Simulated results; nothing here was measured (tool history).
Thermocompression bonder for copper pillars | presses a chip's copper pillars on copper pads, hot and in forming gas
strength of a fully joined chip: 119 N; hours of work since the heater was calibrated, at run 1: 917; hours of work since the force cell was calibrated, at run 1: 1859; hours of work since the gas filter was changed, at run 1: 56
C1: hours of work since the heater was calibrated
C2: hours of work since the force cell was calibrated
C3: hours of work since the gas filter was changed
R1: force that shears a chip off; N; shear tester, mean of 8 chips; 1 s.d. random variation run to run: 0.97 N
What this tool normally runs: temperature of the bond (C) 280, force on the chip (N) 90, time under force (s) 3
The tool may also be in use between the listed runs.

{"run": 1, "hour": 0.0, "temperature of the bond (C)": 280, "force on the chip (N)": 90, "time under force (s)": 3, "C1": 917, "C2": 1859, "C3": 56, "R1": 81.8}
{"run": 2, "hour": 53.2, "temperature of the bond (C)": 280, "force on the chip (N)": 90, "time under force (s)": 3, "C1": 958, "C2": 1900, "C3": 98, "R1": 83.8}
{"hour": 68.6, "done": "heater calibrated with a thermocouple chip"}
{"run": 3, "hour": 115.7, "temperature of the bond (C)": 280, "force on the chip (N)": 90, "time under force (s)": 3, "C1": 37, "C2": 1947, "C3": 145, "R1": 82.2}
{"hour": 141.3, "done": "forming gas filter changed"}
{"run": 4, "hour": 145.1, "temperature of the bond (C)": 280, "force on the chip (N)": 90, "time under force (s)": 3, "C1": 59, "C2": 1970, "C3": 3, "R1": 82.2}
{"hour": 193.8, "done": "force cell calibrated"}
{"run": 5, "hour": 195.5, "temperature of the bond (C)": 280, "force on the chip (N)": 90, "time under force (s)": 3, "C1": 97, "C2": 1, "C3": 41, "R1": 82.0}
{"run": 6, "hour": 229.1, "temperature of the bond (C)": 290, "force on the chip (N)": 90, "time under force (s)": 3, "C1": 124, "C2": 27, "C3": 67, "R1": 87.9}
{"run": 7, "hour": 285.0, "temperature of the bond (C)": 280, "force on the chip (N)": 90, "time under force (s)": 5, "C1": 167, "C2": 71, "C3": 111, "R1": 93.5}
{"run": 8, "hour": 316.7, "temperature of the bond (C)": 280, "force on the chip (N)": 90, "time under force (s)": 5, "C1": 192, "C2": 96, "C3": 136, "R1": 95.3}
{"hour": 356.6, "done": "forming gas filter changed"}
{"run": 9, "hour": 379.2, "temperature of the bond (C)": 280, "force on the chip (N)": 90, "time under force (s)": 5, "C1": 240, "C2": 144, "C3": 18, "R1": 93.7}
{"run": 10, "hour": 431.2, "temperature of the bond (C)": 280, "force on the chip (N)": 90, "time under force (s)": 5, "C1": 281, "C2": 185, "C3": 58, "R1": 93.8}
{"run": 11, "hour": 495.5, "temperature of the bond (C)": 280, "force on the chip (N)": 90, "time under force (s)": 3, "C1": 331, "C2": 235, "C3": 108, "R1": 83.0}
{"run": 12, "hour": 537.1, "temperature of the bond (C)": 280, "force on the chip (N)": 90, "time under force (s)": 3, "C1": 364, "C2": 267, "C3": 141, "R1": 83.9}
{"hour": 571.7, "done": "forming gas filter changed"}
{"run": 13, "hour": 571.7, "temperature of the bond (C)": 280, "force on the chip (N)": 90, "time under force (s)": 3, "C1": 390, "C2": 294, "C3": 0, "R1": 82.6}
{"run": 14, "hour": 611.0, "temperature of the bond (C)": 280, "force on the chip (N)": 90, "time under force (s)": 3, "C1": 421, "C2": 325, "C3": 31, "R1": 84.0}
{"run": 15, "hour": 661.4, "temperature of the bond (C)": 280, "force on the chip (N)": 90, "time under force (s)": 3, "C1": 460, "C2": 364, "C3": 70, "R1": 84.0}
{"run": 16, "hour": 720.9, "temperature of the bond (C)": 280, "force on the chip (N)": 90, "time under force (s)": 3, "C1": 507, "C2": 410, "C3": 116, "R1": 83.4}
{"run": 17, "hour": 773.2, "temperature of the bond (C)": 305, "force on the chip (N)": 116, "time under force (s)": 2, "C1": 547, "C2": 451, "C3": 157, "R1": 103.9}
{"hour": 784.9, "done": "forming gas filter changed"}
{"run": 18, "hour": 814.2, "temperature of the bond (C)": 305, "force on the chip (N)": 116, "time under force (s)": 2, "C1": 579, "C2": 483, "C3": 23, "R1": 102.1}
{"run": 19, "hour": 872.6, "temperature of the bond (C)": 288, "force on the chip (N)": 81, "time under force (s)": 4, "C1": 625, "C2": 528, "C3": 68, "R1": 88.3}
{"run": 20, "hour": 911.0, "temperature of the bond (C)": 288, "force on the chip (N)": 81, "time under force (s)": 4, "C1": 654, "C2": 558, "C3": 98, "R1": 87.8}
{"run": 21, "hour": 969.9, "temperature of the bond (C)": 288, "force on the chip (N)": 81, "time under force (s)": 4, "C1": 700, "C2": 604, "C3": 144, "R1": 88.7}
{"hour": 1000.5, "done": "forming gas filter changed"}
{"run": 22, "hour": 1010.1, "temperature of the bond (C)": 288, "force on the chip (N)": 81, "time under force (s)": 4, "C1": 731, "C2": 635, "C3": 7, "R1": 91.2}
{"run": 23, "hour": 1051.1, "temperature of the bond (C)": 280, "force on the chip (N)": 90, "time under force (s)": 9, "C1": 763, "C2": 667, "C3": 39, "R1": 105.0}
{"run": 24, "hour": 1115.3, "temperature of the bond (C)": 280, "force on the chip (N)": 90, "time under force (s)": 3, "C1": 813, "C2": 717, "C3": 90, "R1": 83.0}
{"run": 25, "hour": 1146.5, "temperature of the bond (C)": 280, "force on the chip (N)": 90, "time under force (s)": 3, "C1": 838, "C2": 742, "C3": 114, "R1": 83.0}
{"run": 26, "hour": 1175.6, "temperature of the bond (C)": 280, "force on the chip (N)": 90, "time under force (s)": 3, "C1": 860, "C2": 764, "C3": 137, "R1": 83.1}
{"run": 27, "hour": 1204.9, "temperature of the bond (C)": 280, "force on the chip (N)": 90, "time under force (s)": 3, "C1": 883, "C2": 787, "C3": 159, "R1": 82.6}
{"hour": 1213.4, "done": "forming gas filter changed"}
{"run": 28, "hour": 1235.3, "temperature of the bond (C)": 261, "force on the chip (N)": 90, "time under force (s)": 4, "C1": 907, "C2": 811, "C3": 17, "R1": 75.5}
{"run": 29, "hour": 1291.6, "temperature of the bond (C)": 264, "force on the chip (N)": 94, "time under force (s)": 6, "C1": 951, "C2": 854, "C3": 61, "R1": 87.9}

Here are 5 independent what-if runs from the current tool condition. What would each one return?
{"hour": 1315.3, "done": "heater calibrated with a thermocouple chip"}
{"run": "A", "hour": 1327.5, "temperature of the bond (C)": 264, "force on the chip (N)": 69, "time under force (s)": 2, "C1": 9, "C2": 881, "C3": 87, "R1": "?"}
{"hour": 1315.3, "done": "heater calibrated with a thermocouple chip"}
{"run": "B", "hour": 1327.5, "temperature of the bond (C)": 268, "force on the chip (N)": 100, "time under force (s)": 2, "C1": 9, "C2": 881, "C3": 87, "R1": "?"}
{"hour": 1315.3, "done": "heater calibrated with a thermocouple chip"}
{"run": "C", "hour": 1327.5, "temperature of the bond (C)": 250, "force on the chip (N)": 76, "time under force (s)": 2, "C1": 9, "C2": 881, "C3": 87, "R1": "?"}
{"hour": 1315.3, "done": "heater calibrated with a thermocouple chip"}
{"run": "D", "hour": 1327.5, "temperature of the bond (C)": 274, "force on the chip (N)": 73, "time under force (s)": 6, "C1": 9, "C2": 881, "C3": 87, "R1": "?"}
{"hour": 1315.3, "done": "heater calibrated with a thermocouple chip"}
{"run": "E", "hour": 1327.5, "temperature of the bond (C)": 276, "force on the chip (N)": 106, "time under force (s)": 4, "C1": 9, "C2": 881, "C3": 87, "R1": "?"}

run=A R1=48.7
run=B R1=72.8
run=C R1=43.8
run=D R1=81.1
run=E R1=96.9
Had the tool no hidden state, the same runs would have come out as:
run=A R1=49.0
run=B R1=73.3
run=C R1=44.1
run=D R1=81.6
run=E R1=97.5
